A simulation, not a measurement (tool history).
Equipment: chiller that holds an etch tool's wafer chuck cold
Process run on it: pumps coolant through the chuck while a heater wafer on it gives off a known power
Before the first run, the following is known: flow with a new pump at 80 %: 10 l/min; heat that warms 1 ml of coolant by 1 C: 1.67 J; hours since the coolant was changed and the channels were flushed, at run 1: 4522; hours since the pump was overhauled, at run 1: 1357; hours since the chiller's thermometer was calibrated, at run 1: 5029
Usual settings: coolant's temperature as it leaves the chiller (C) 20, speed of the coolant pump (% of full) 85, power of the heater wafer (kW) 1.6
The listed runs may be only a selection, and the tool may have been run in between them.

| run | hour | coolant's temperature as it leaves the chiller (C) | speed of the coolant pump (% of full) | power of the heater wafer (kW) | hours since the coolant was changed and the channels were flushed | hours since the pump was overhauled | hours since the chiller's thermometer was calibrated | chuck's temperature once it has settled (C) | how much warmer the coolant comes back (C) |
|---|---|---|---|---|---|---|---|---|---|
| 1 | 0 | 20 | 85 | 1.6 | 4522 | 1357 | 5029 | 33.6 | 5.4 |
| 2 | 86.7 | 20 | 85 | 1.6 | 4608 | 1444 | 5116 | 33.6 | 5.38 |
| 3 | 201.6 | 20 | 85 | 0.9 | 4723 | 1559 | 5231 | 27.5 | 3.05 |
|  | 239.8 | chiller's thermometer calibrated |
| 4 | 279.6 | 20 | 85 | 0.9 | 4800 | 1636 | 40 | 27.7 | 2.91 |
| 5 | 371 | 20 | 85 | 0.9 | 4891 | 1727 | 131 | 27.8 | 3.01 |
| 6 | 480.1 | 20 | 85 | 0.9 | 5001 | 1837 | 240 | 27.6 | 2.98 |
| 7 | 603.2 | 20 | 85 | 0.9 | 5124 | 1960 | 363 | 27.7 | 2.92 |
| 8 | 701.9 | 20 | 85 | 0.9 | 5222 | 2058 | 462 | 27.8 | 2.88 |
| 9 | 812.2 | 20 | 85 | 1.6 | 5333 | 2169 | 572 | 33.6 | 5.31 |
| 10 | 903.4 | 20 | 85 | 1.6 | 5424 | 2260 | 664 | 33.5 | 5.25 |
| 11 | 1028 | 20 | 85 | 1.6 | 5548 | 2384 | 788 | 33.7 | 5.23 |
| 12 | 1092 | 20 | 85 | 1.6 | 5613 | 2448 | 852 | 33.7 | 5.25 |
| 13 | 1171.4 | 20 | 85 | 1.6 | 5692 | 2528 | 932 | 33.6 | 5.23 |
| 14 | 1282.2 | 20 | 85 | 2.375 | 5803 | 2639 | 1042 | 40.3 | 7.76 |
|  | 1341.1 | coolant changed, channels flushed |
| 15 | 1392.1 | 20 | 85 | 2.375 | 51 | 2743 | 1146 | 40.1 | 7.75 |
| 16 | 1459.7 | 20 | 100 | 1.6 | 119 | 2810 | 1214 | 32.3 | 4.29 |
| 17 | 1527.3 | 20 | 100 | 1.6 | 186 | 2878 | 1282 | 32.2 | 4.34 |
| 18 | 1628.9 | 20 | 100 | 1.6 | 288 | 2979 | 1383 | 32.1 | 4.28 |
| 19 | 1683.3 | 15 | 83 | 0.837 | 342 | 3034 | 1438 | 22.2 | 2.68 |
| 20 | 1789.5 | 20 | 66 | 1.6 | 448 | 3140 | 1544 | 36.1 | 6.72 |
| 21 | 1884.2 | 20 | 63 | 2.25 | 543 | 3235 | 1638 | 43.2 | 10.02 |
| 22 | 1957.3 | 20 | 63 | 2.25 | 616 | 3308 | 1712 | 43.2 | 10.07 |
| 23 | 2068.8 | 20 | 85 | 1.98 | 728 | 3419 | 1823 | 36.9 | 6.41 |
| 24 | 2126.8 | 20 | 85 | 1.98 | 786 | 3477 | 1881 | 36.8 | 6.39 |
| 25 | 2180.6 | 20 | 85 | 1.98 | 840 | 3531 | 1935 | 36.9 | 6.26 |
| 26 | 2303.9 | 20 | 94 | 1.6 | 963 | 3654 | 2058 | 33 | 4.49 |
| 27 | 2419.6 | 18 | 89 | 1.6 | 1079 | 3770 | 2174 | 31.4 | 4.74 |
| 28 | 2480.2 | 24 | 89 | 2.153 | 1139 | 3831 | 2234 | 41.7 | 6.48 |
| 29 | 2599.9 | 24 | 89 | 2.153 | 1259 | 3950 | 2354 | 41.8 | 6.48 |
| 30 | 2682.2 | 24 | 89 | 2.153 | 1341 | 4033 | 2436 | 41.8 | 6.51 |
| 31 | 2756.3 | 11 | 91 | 0.945 | 1415 | 4107 | 2510 | 18.7 | 2.55 |
| 32 | 2858.1 | 15 | 86 | 1.849 | 1517 | 4209 | 2612 | 30.7 | 5.72 |

Branching from run 32: 4 alternative next runs. What would each branch give?
| A | 2935 | 15 | 79 | 1.849 | 1594 | 4285 | 2689 | ? | ? |
| B | 2935 | 15 | 98 | 1.278 | 1594 | 4285 | 2689 | ? | ? |
| C | 2935 | 27 | 85 | 1.165 | 1594 | 4285 | 2689 | ? | ? |
| D | 2935 | 12 | 86 | 1.849 | 1594 | 4285 | 2689 | ? | ? |

| run | chuck's temperature once it has settled (C) | how much warmer the coolant comes back (C) |
|---|---|---|
| A | 31.5 | 6.23 |
| B | 25.1 | 3.27 |
| C | 36.9 | 3.51 |
| D | 27.7 | 5.69 |
What these runs would have given with no unlogged condition in the tool:
| run | chuck's temperature once it has settled (C) | how much warmer the coolant comes back (C) |
|---|---|---|
| A | 31.5 | 6.68 |
| B | 25.1 | 3.72 |
| C | 36.8 | 3.97 |
| D | 27.6 | 6.14 |

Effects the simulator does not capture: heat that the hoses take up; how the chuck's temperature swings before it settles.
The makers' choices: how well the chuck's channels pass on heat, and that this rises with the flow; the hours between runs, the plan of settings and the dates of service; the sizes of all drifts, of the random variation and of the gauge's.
